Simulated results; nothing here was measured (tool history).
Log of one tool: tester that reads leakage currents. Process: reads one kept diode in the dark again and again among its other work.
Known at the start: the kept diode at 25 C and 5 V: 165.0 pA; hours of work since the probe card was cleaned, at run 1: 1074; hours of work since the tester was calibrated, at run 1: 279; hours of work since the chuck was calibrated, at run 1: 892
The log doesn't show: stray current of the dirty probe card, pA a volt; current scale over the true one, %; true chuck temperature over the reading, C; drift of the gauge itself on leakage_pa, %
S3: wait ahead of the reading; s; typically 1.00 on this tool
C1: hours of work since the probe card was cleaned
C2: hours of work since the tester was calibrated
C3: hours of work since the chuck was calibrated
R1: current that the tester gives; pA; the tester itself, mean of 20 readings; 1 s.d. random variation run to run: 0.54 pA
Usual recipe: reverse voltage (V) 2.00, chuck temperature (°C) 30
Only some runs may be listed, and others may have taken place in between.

run 1 hour=0.0 | reverse_voltage_(V)=2.00 chuck_temperature_(°C)=30 S3=1.00 | C1=1074 C2=279 C3=892 | R1=179.31
run 2 hour=80.7 | reverse_voltage_(V)=2.00 chuck_temperature_(°C)=54 S3=1.00 | C1=1115 C2=319 C3=932 | R1=1006.61
run 3 hour=130.6 | reverse_voltage_(V)=2.00 chuck_temperature_(°C)=54 S3=1.00 | C1=1140 C2=344 C3=957 | R1=1006.46
run 4 hour=179.7 | reverse_voltage_(V)=2.00 chuck_temperature_(°C)=54 S3=1.00 | C1=1164 C2=369 C3=982 | R1=1007.67
run 5 hour=262.3 | reverse_voltage_(V)=3.30 chuck_temperature_(°C)=54 S3=1.00 | C1=1206 C2=410 C3=1023 | R1=1200.55
run 6 hour=312.2 | reverse_voltage_(V)=2.00 chuck_temperature_(°C)=42 S3=1.00 | C1=1231 C2=435 C3=1048 | R1=438.26
run 7 hour=377.0 | reverse_voltage_(V)=2.00 chuck_temperature_(°C)=30 S3=1.64 | C1=1263 C2=467 C3=1081 | R1=179.86
run 8 hour=421.9 | reverse_voltage_(V)=2.00 chuck_temperature_(°C)=30 S3=1.64 | C1=1285 C2=490 C3=1103 | R1=179.01
run 9 hour=476.1 | reverse_voltage_(V)=2.00 chuck_temperature_(°C)=32 S3=1.00 | C1=1313 C2=517 C3=1130 | R1=208.60
run 10 hour=544.4 | reverse_voltage_(V)=2.00 chuck_temperature_(°C)=32 S3=1.00 | C1=1347 C2=551 C3=1164 | R1=209.29
run 11 hour=626.5 | reverse_voltage_(V)=11.69 chuck_temperature_(°C)=46 S3=8.17 | C1=1388 C2=592 C3=1205 | R1=1076.00
run 12 hour=691.6 | reverse_voltage_(V)=1.73 chuck_temperature_(°C)=28 S3=6.39 | C1=1420 C2=625 C3=1238 | R1=145.59
run 13 hour=753.5 | reverse_voltage_(V)=4.22 chuck_temperature_(°C)=52 S3=0.54 | C1=1451 C2=656 C3=1269 | R1=1137.42
run 14 hour=825.5 | reverse_voltage_(V)=4.22 chuck_temperature_(°C)=52 S3=0.54 | C1=1487 C2=692 C3=1305 | R1=1133.64
run 15 hour=875.1 | reverse_voltage_(V)=11.43 chuck_temperature_(°C)=30 S3=1.91 | C1=1512 C2=717 C3=1330 | R1=326.69
run 16 hour=922.1 | reverse_voltage_(V)=2.00 chuck_temperature_(°C)=30 S3=0.81 | C1=1536 C2=740 C3=1353 | R1=178.87
run 17 hour=993.6 | reverse_voltage_(V)=2.00 chuck_temperature_(°C)=30 S3=0.81 | C1=1572 C2=776 C3=1389 | R1=178.84
run 18 hour=1036.6 | reverse_voltage_(V)=2.64 chuck_temperature_(°C)=36 S3=0.81 | C1=1593 C2=797 C3=1411 | R1=311.11
run 19 hour=1077.2 | reverse_voltage_(V)=2.64 chuck_temperature_(°C)=36 S3=0.81 | C1=1613 C2=818 C3=1431 | R1=311.42
run 20 hour=1122.6 | reverse_voltage_(V)=2.00 chuck_temperature_(°C)=56 S3=5.34 | C1=1636 C2=840 C3=1454 | R1=1147.61

Branching from run 20: 4 alternative next runs. What would each branch give?
run A hour=1185.2 | reverse_voltage_(V)=1.81 chuck_temperature_(°C)=33 S3=5.34 | C1=1667 C2=872 C3=1485 | R1=?
run B hour=1185.2 | reverse_voltage_(V)=8.94 chuck_temperature_(°C)=40 S3=9.35 | C1=1667 C2=872 C3=1485 | R1=?
run C hour=1185.2 | reverse_voltage_(V)=2.61 chuck_temperature_(°C)=45 S3=1.20 | C1=1667 C2=872 C3=1485 | R1=?
run D hour=1185.2 | reverse_voltage_(V)=2.00 chuck_temperature_(°C)=56 S3=6.01 | C1=1667 C2=872 C3=1485 | R1=?

run=A R1=219.45
run=B R1=636.54
run=C R1=590.14
run=D R1=1147.73
Without the tool's hidden state the same runs would have given:
run=A R1=219.19
run=B R1=635.79
run=C R1=589.49
run=D R1=1146.57
